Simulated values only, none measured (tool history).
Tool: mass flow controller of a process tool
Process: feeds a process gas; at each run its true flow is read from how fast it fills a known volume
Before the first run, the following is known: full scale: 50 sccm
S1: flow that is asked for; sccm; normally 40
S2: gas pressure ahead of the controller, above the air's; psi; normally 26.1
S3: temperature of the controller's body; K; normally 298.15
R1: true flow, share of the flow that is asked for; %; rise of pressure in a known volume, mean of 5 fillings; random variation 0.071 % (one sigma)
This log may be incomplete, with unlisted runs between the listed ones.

| run | day | S1 | S2 | S3 | R1 |
|---|---|---|---|---|---|
| 1 | 0.000 | 40 | 26.1 | 298.15 | 99.49 |
| 2 | 2.571 | 40 | 26.1 | 298.15 | 99.54 |
| 3 | 5.746 | 40 | 26.1 | 298.15 | 99.47 |
| 4 | 9.479 | 40 | 26.1 | 298.15 | 99.39 |
| 5 | 12.429 | 40 | 26.1 | 298.15 | 99.37 |
| 6 | 15.238 | 40 | 26.1 | 298.15 | 99.35 |
| 7 | 18.525 | 40 | 26.1 | 298.15 | 99.27 |
| 8 | 21.892 | 40 | 26.1 | 298.15 | 99.37 |
| 9 | 24.525 | 40 | 26.1 | 298.15 | 99.20 |
| 10 | 26.575 | 40 | 26.1 | 298.15 | 99.34 |
| 11 | 28.358 | 40 | 26.1 | 302.15 | 99.74 |
| 12 | 31.533 | 40 | 26.1 | 298.15 | 99.30 |
| 13 | 34.679 | 40 | 26.1 | 298.15 | 99.24 |
| 14 | 37.071 | 48 | 26.1 | 298.15 | 99.48 |
| 15 | 41.012 | 48 | 26.1 | 298.15 | 99.38 |
| 16 | 43.592 | 40 | 29.4 | 296.15 | 99.08 |
| 17 | 46.025 | 40 | 29.4 | 296.15 | 99.11 |
| 18 | 47.867 | 15 | 24.7 | 303.15 | 98.83 |
| 19 | 49.504 | 5 | 33.8 | 305.15 | 99.09 |
| 20 | 53.554 | 20 | 36.3 | 298.15 | 98.96 |
| 21 | 55.392 | 20 | 36.3 | 298.15 | 98.83 |
| 22 | 58.512 | 20 | 26.1 | 305.15 | 99.08 |
| 23 | 60.275 | 20 | 26.1 | 305.15 | 99.10 |
| 24 | 62.475 | 6 | 30.3 | 295.15 | 97.82 |
| 25 | 64.804 | 40 | 24.8 | 298.15 | 98.92 |
| 26 | 68.354 | 46 | 24.8 | 298.15 | 98.96 |
| 27 | 70.267 | 40 | 26.1 | 304.15 | 99.56 |
| 28 | 73.725 | 40 | 26.1 | 304.15 | 99.55 |

Branching from run 28: 5 alternative next runs. What would each branch give?
| A | 75.629 | 7 | 26.1 | 298.15 | ? |
| B | 75.629 | 17 | 24.5 | 298.15 | ? |
| C | 75.629 | 23 | 21.2 | 311.15 | ? |
| D | 75.629 | 40 | 26.1 | 294.15 | ? |
| E | 75.629 | 18 | 26.1 | 306.15 | ? |

| run | R1 |
|---|---|
| A | 97.87 |
| B | 98.12 |
| C | 99.43 |
| D | 98.49 |
| E | 98.95 |
Without the tool's unlogged condition, the same runs would have read:
| run | R1 |
|---|---|
| A | 98.52 |
| B | 98.77 |
| C | 100.09 |
| D | 99.14 |
| E | 99.60 |

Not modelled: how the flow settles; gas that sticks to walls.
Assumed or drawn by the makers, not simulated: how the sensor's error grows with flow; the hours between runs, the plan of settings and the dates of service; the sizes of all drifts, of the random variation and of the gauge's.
